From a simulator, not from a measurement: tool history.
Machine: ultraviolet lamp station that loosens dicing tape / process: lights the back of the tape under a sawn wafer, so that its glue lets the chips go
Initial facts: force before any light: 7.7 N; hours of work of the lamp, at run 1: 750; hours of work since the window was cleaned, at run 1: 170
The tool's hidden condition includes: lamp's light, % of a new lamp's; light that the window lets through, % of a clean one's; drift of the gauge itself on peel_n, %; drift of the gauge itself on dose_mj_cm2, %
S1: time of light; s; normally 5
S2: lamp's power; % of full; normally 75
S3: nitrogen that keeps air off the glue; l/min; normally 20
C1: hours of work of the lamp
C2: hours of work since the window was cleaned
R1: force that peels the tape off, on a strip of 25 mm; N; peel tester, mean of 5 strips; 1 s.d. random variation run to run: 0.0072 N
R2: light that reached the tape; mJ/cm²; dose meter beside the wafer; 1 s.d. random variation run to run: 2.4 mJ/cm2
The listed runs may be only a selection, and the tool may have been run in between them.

Run 1, hour 0.0: usual settings; C1 750; C2 170. Result: R1 0.264 N, R2 275 mJ/cm².
Run 2, hour 70.3: usual settings; C1 792; C2 212. Result: R1 0.242 N, R2 274 mJ/cm².
Run 3, hour 144.3: usual settings; C1 837; C2 256. Result: R1 0.255 N, R2 275 mJ/cm².
Run 4, hour 233.6: usual settings; C1 890; C2 310. Result: R1 0.250 N, R2 275 mJ/cm².
Run 5, hour 330.4: usual settings but S3 9 l/min; C1 948; C2 368. Result: R1 0.470 N, R2 274 mJ/cm².
Run 6, hour 391.4: usual settings but S3 9 l/min; C1 984; C2 404. Result: R1 0.477 N, R2 272 mJ/cm².
Run 7, hour 471.5: usual settings but S3 9 l/min; C1 1032; C2 452. Result: R1 0.469 N, R2 273 mJ/cm².
Run 8, hour 535.4: usual settings but S3 9 l/min; C1 1070; C2 490. Result: R1 0.455 N, R2 274 mJ/cm².
Run 9, hour 615.5: usual settings but S3 7 l/min; C1 1118; C2 538. Result: R1 0.533 N, R2 273 mJ/cm².
At hour 650.0: lamp changed.
At hour 650.5: window cleaned of glue's vapour.
Run 10, hour 697.5: usual settings; C1 28; C2 28. Result: R1 0.247 N, R2 273 mJ/cm².
Run 11, hour 769.4: usual settings but S3 7 l/min; C1 71; C2 71. Result: R1 0.566 N, R2 275 mJ/cm².
Run 12, hour 831.3: usual settings; C1 108; C2 108. Result: R1 0.264 N, R2 269 mJ/cm².
Run 13, hour 914.2: usual settings; C1 158; C2 158. Result: R1 0.261 N, R2 277 mJ/cm².
Run 14, hour 977.7: usual settings; C1 195; C2 195. Result: R1 0.255 N, R2 273 mJ/cm².
Run 15, hour 1035.1: usual settings; C1 230; C2 230. Result: R1 0.269 N, R2 269 mJ/cm².
Run 16, hour 1117.2: usual settings; C1 279; C2 279. Result: R1 0.263 N, R2 272 mJ/cm².
Run 17, hour 1210.0: usual settings but S1 2 s; C1 334; C2 334. Result: R1 1.638 N, R2 108 mJ/cm².
Run 18, hour 1273.8: usual settings but S1 2 s; C1 372; C2 372. Result: R1 1.603 N, R2 110 mJ/cm².
Run 19, hour 1340.0: usual settings but S1 2 s; C1 412; C2 412. Result: R1 1.629 N, R2 107 mJ/cm².
Run 20, hour 1393.5: usual settings but S1 3 s; C1 444; C2 444. Result: R1 0.803 N, R2 168 mJ/cm².
Run 21, hour 1458.5: usual settings but S1 3 s; C1 483; C2 483. Result: R1 0.789 N, R2 166 mJ/cm².
Run 22, hour 1498.8: usual settings but S1 3 s; C1 507; C2 507. Result: R1 0.812 N, R2 167 mJ/cm².
At hour 1582.5: window cleaned of glue's vapour.
Run 23, hour 1597.8: usual settings but S2 67 % of full, S3 26 l/min; C1 566; C2 9. Result: R1 0.287 N, R2 246 mJ/cm².
Run 24, hour 1665.5: usual settings but S1 3 s, S2 85 % of full; C1 606; C2 50. Result: R1 0.589 N, R2 187 mJ/cm².
Run 25, hour 1716.8: usual settings but S1 3 s, S2 85 % of full, S3 12 l/min; C1 637; C2 80. Result: R1 0.849 N, R2 185 mJ/cm².
Run 26, hour 1790.9: usual settings but S1 4 s, S2 78 % of full, S3 29 l/min; C1 681; C2 125. Result: R1 0.324 N, R2 224 mJ/cm².
Run 27, hour 1855.3: usual settings but S1 4 s, S2 78 % of full, S3 29 l/min; C1 720; C2 163. Result: R1 0.331 N, R2 226 mJ/cm².
Run 28, hour 1939.1: usual settings but S2 69 % of full, S3 7 l/min; C1 770; C2 213. Result: R1 0.655 N, R2 249 mJ/cm².
Run 29, hour 2002.6: usual settings but S1 6 s, S2 90 % of full, S3 7 l/min; C1 808; C2 251. Result: R1 0.233 N, R2 397 mJ/cm².
Run 30, hour 2082.0: usual settings but S1 6 s, S2 90 % of full, S3 7 l/min; C1 855; C2 298. Result: R1 0.251 N, R2 389 mJ/cm².
Run 31, hour 2167.8: usual settings but S1 7 s, S2 67 % of full, S3 15 l/min; C1 906; C2 350. Result: R1 0.194 N, R2 339 mJ/cm².
Run 32, hour 2215.4: usual settings but S1 4 s, S3 28 l/min; C1 935; C2 378. Result: R1 0.363 N, R2 218 mJ/cm².
Run 33, hour 2283.7: usual settings but S1 7 s, S3 13 l/min; C1 976; C2 419. Result: R1 0.168 N, R2 385 mJ/cm².
Run 34, hour 2355.0: usual settings but S1 3 s; C1 1018; C2 462. Result: R1 0.826 N, R2 166 mJ/cm².
Run 35, hour 2452.2: usual settings but S1 3 s; C1 1076; C2 520. Result: R1 0.772 N, R2 166 mJ/cm².
At hour 2517.8: window cleaned of glue's vapour.
Run 36, hour 2522.1: usual settings but S1 4 s; C1 1118; C2 3. Result: R1 0.426 N, R2 215 mJ/cm².
At hour 2558.6: lamp changed.
Run 37, hour 2577.4: usual settings but S1 4 s, S2 60 % of full, S3 9 l/min; C1 11; C2 35. Result: R1 1.127 N, R2 178 mJ/cm².
Run 38, hour 2630.3: usual settings but S2 73 % of full, S3 11 l/min; C1 43; C2 67. Result: R1 0.429 N, R2 262 mJ/cm².
Run 39, hour 2680.3: usual settings but S2 73 % of full, S3 17 l/min; C1 73; C2 97. Result: R1 0.305 N, R2 269 mJ/cm².
Run 40, hour 2757.8: usual settings but S2 73 % of full, S3 17 l/min; C1 119; C2 143. Result: R1 0.297 N, R2 270 mJ/cm².
Run 41, hour 2809.9: usual settings but S1 3 s, S2 63 % of full; C1 150; C2 174. Result: R1 1.070 N, R2 137 mJ/cm².

Take each entry between the runs: how does the hidden state at the last listed run before it differ from the hidden state at the first listed run after it?
Runs 9 to 10: lamp changed (hour 650.0); window cleaned of glue's vapour (hour 650.5)
  lamp's light, % of a new lamp's: 99.9 -> 100; light that the window lets through, % of a clean one's: 99.9 -> 100
Runs 22 to 23: window cleaned of glue's vapour (hour 1582.5)
  lamp's light, % of a new lamp's: 100 -> 99.9; light that the window lets through, % of a clean one's: 99.9 -> 100
Runs 35 to 36: window cleaned of glue's vapour (hour 2517.8)
  light that the window lets through, % of a clean one's: 99.9 -> 100
Runs 36 to 37: lamp changed (hour 2558.6)
  lamp's light, % of a new lamp's: 99.9 -> 100
